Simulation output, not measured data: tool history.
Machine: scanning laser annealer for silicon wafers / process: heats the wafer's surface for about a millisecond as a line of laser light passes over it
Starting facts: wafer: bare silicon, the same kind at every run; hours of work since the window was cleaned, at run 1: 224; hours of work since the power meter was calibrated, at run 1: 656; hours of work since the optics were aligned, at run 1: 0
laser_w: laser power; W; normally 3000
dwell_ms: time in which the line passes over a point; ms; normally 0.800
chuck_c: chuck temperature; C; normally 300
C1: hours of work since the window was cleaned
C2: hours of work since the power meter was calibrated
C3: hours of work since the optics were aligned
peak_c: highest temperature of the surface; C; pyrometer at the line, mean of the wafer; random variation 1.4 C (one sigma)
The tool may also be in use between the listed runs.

run 1 day=0.000 | laser_w=3000 dwell_ms=0.800 chuck_c=300 | C1=224 C2=656 C3=0 | peak_c=1020
run 2 day=3.567 | laser_w=3000 dwell_ms=0.800 chuck_c=300 | C1=274 C2=706 C3=50 | peak_c=1019
run 3 day=5.212 | laser_w=3000 dwell_ms=0.800 chuck_c=296 | C1=297 C2=729 C3=74 | peak_c=1016
run 4 day=8.942 | laser_w=3000 dwell_ms=0.800 chuck_c=296 | C1=350 C2=782 C3=126 | peak_c=1013
run 5 day=11.892 | laser_w=3000 dwell_ms=0.800 chuck_c=287 | C1=392 C2=823 C3=168 | peak_c=999
run 6 day=15.146 | laser_w=3000 dwell_ms=0.909 chuck_c=287 | C1=437 C2=869 C3=214 | peak_c=1050
run 7 day=18.392 | laser_w=3000 dwell_ms=0.909 chuck_c=287 | C1=483 C2=915 C3=259 | peak_c=1050
run 8 day=21.283 | laser_w=2979 dwell_ms=0.909 chuck_c=287 | C1=524 C2=956 C3=300 | peak_c=1044
run 9 day=25.038 | laser_w=3000 dwell_ms=0.800 chuck_c=275 | C1=577 C2=1009 C3=353 | peak_c=987
run 10 day=27.533 | laser_w=3000 dwell_ms=0.800 chuck_c=275 | C1=612 C2=1044 C3=388 | peak_c=986
run 11 day=31.025 | laser_w=3000 dwell_ms=0.800 chuck_c=275 | C1=661 C2=1093 C3=437 | peak_c=986
run 12 day=33.538 | laser_w=3000 dwell_ms=0.800 chuck_c=275 | C1=697 C2=1128 C3=473 | peak_c=986
-- day=36.583 window over the wafer cleaned
run 13 day=37.238 | laser_w=3000 dwell_ms=0.800 chuck_c=300 | C1=9 C2=1179 C3=524 | peak_c=1022
run 14 day=40.079 | laser_w=2734 dwell_ms=0.800 chuck_c=300 | C1=49 C2=1219 C3=564 | peak_c=961
run 15 day=42.171 | laser_w=2734 dwell_ms=0.800 chuck_c=300 | C1=79 C2=1249 C3=593 | peak_c=960
run 16 day=43.950 | laser_w=2734 dwell_ms=0.974 chuck_c=300 | C1=104 C2=1274 C3=618 | peak_c=1026
run 17 day=45.967 | laser_w=2734 dwell_ms=0.974 chuck_c=300 | C1=132 C2=1302 C3=647 | peak_c=1029
run 18 day=47.571 | laser_w=2734 dwell_ms=0.630 chuck_c=266 | C1=155 C2=1325 C3=669 | peak_c=848
run 19 day=49.621 | laser_w=2734 dwell_ms=0.630 chuck_c=266 | C1=184 C2=1354 C3=698 | peak_c=846
run 20 day=51.558 | laser_w=2734 dwell_ms=0.630 chuck_c=266 | C1=211 C2=1381 C3=726 | peak_c=846
run 21 day=54.108 | laser_w=2581 dwell_ms=0.992 chuck_c=300 | C1=247 C2=1417 C3=762 | peak_c=997
run 22 day=57.221 | laser_w=2581 dwell_ms=0.992 chuck_c=300 | C1=291 C2=1461 C3=806 | peak_c=993
run 23 day=59.804 | laser_w=2581 dwell_ms=0.992 chuck_c=300 | C1=327 C2=1498 C3=842 | peak_c=992
run 24 day=61.900 | laser_w=3075 dwell_ms=0.676 chuck_c=325 | C1=357 C2=1527 C3=872 | peak_c=991
run 25 day=64.267 | laser_w=3016 dwell_ms=0.941 chuck_c=296 | C1=390 C2=1560 C3=905 | peak_c=1073
run 26 day=67.750 | laser_w=3016 dwell_ms=0.941 chuck_c=296 | C1=439 C2=1610 C3=954 | peak_c=1071
run 27 day=71.638 | laser_w=2996 dwell_ms=0.921 chuck_c=300 | C1=494 C2=1664 C3=1009 | peak_c=1061
run 28 day=74.471 | laser_w=3000 dwell_ms=0.600 chuck_c=328 | C1=534 C2=1704 C3=1049 | peak_c=940
run 29 day=77.262 | laser_w=2890 dwell_ms=0.819 chuck_c=306 | C1=574 C2=1744 C3=1088 | peak_c=997
run 30 day=79.467 | laser_w=3168 dwell_ms=0.913 chuck_c=281 | C1=605 C2=1775 C3=1119 | peak_c=1078

What differs in the tool's unlogged condition from the final listed run ahead of each entry between runs to the first listed run following it?
From run 12 to run 13: window over the wafer cleaned (day 36.583)
  light that passes the window, % of a clean one's: 98.03 -> 99.92; laser's true power over the reading, %: -0.59 -> -0.62; width of the line over the set one, %: 0.6 -> 0.65
  measured value less the no-hidden-state value, peak_c: -19 -> -7 C
